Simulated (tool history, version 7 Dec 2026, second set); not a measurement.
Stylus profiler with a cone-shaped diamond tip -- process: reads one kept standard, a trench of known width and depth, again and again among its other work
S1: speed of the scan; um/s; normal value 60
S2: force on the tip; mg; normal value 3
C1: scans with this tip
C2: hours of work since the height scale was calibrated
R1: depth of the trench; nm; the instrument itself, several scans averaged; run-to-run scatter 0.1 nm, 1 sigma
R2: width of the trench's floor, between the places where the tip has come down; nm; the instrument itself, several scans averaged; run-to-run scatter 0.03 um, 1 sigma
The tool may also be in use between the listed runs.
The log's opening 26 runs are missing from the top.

run 27 hour=1739.5 | S1=67 S2=1.54 | C1=6249 C2=869 | R1=202.14 R2=46850
run 28 hour=1805.2 | S1=177 S2=4.16 | C1=6609 C2=920 | R1=203.48 R2=46580
run 29 hour=1855.9 | S1=19 S2=8.75 | C1=6886 C2=958 | R1=204.77 R2=47230
run 30 hour=1897.7 | S1=60 S2=4.11 | C1=7115 C2=990 | R1=203.29 R2=46970
run 31 hour=1976.5 | S1=31 S2=3.86 | C1=7547 C2=1050 | R1=203.39 R2=47100
run 32 hour=2040 | S1=31 S2=3.86 | C1=7895 C2=1098 | R1=203.41 R2=47110
run 33 hour=2075.5 | S1=114 S2=1.58 | C1=8089 C2=1126 | R1=202.44 R2=46350
run 34 hour=2139.3 | S1=126 S2=3.82 | C1=8439 C2=1174 | R1=203.49 R2=46580
run 35 hour=2182.2 | S1=126 S2=3.82 | C1=8673 C2=1207 | R1=203.48 R2=46480
-- hour=2235.2 new tip fitted, height scale calibrated
run 36 hour=2265.1 | S1=126 S2=3.82 | C1=164 C2=23 | R1=202.25 R2=47630
run 37 hour=2350.2 | S1=60 S2=5.94 | C1=630 C2=88 | R1=203.25 R2=47910
run 38 hour=2403 | S1=52 S2=1.63 | C1=919 C2=128 | R1=201.55 R2=47710
run 39 hour=2450.1 | S1=52 S2=1.63 | C1=1177 C2=164 | R1=201.5 R2=47640
run 40 hour=2495.6 | S1=60 S2=8.09 | C1=1426 C2=198 | R1=204.14 R2=47810
run 41 hour=2553.9 | S1=60 S2=1.85 | C1=1746 C2=243 | R1=201.81 R2=47480
run 42 hour=2604.8 | S1=203 S2=5 | C1=2024 C2=282 | R1=203.09 R2=47120
run 43 hour=2659.5 | S1=154 S2=5.23 | C1=2324 C2=323 | R1=203.11 R2=47260
run 44 hour=2729 | S1=105 S2=5.71 | C1=2705 C2=376 | R1=203.34 R2=47430
run 45 hour=2786.1 | S1=43 S2=5.4 | C1=3018 C2=420 | R1=203.36 R2=47580

Branching from run 45: 4 alternative next runs. What would each branch give?
run A hour=2864.5 | S1=20 S2=1.63 | C1=3447 C2=480 | R1=? R2=?
run B hour=2864.5 | S1=17 S2=7.86 | C1=3447 C2=480 | R1=? R2=?
run C hour=2864.5 | S1=43 S2=1.98 | C1=3447 C2=480 | R1=? R2=?
run D hour=2864.5 | S1=20 S2=1.63 | C1=3447 C2=480 | R1=? R2=?

run=A R1=201.85 R2=47580
run=B R1=204.19 R2=47660
run=C R1=201.99 R2=47400
run=D R1=201.7 R2=47550
The same runs, with their run-to-run variation unchanged, on a tool lacking any hidden condition would have given:
run=A R1=201.4 R2=48120
run=B R1=203.72 R2=48190
run=C R1=201.54 R2=47930
run=D R1=201.24 R2=48080
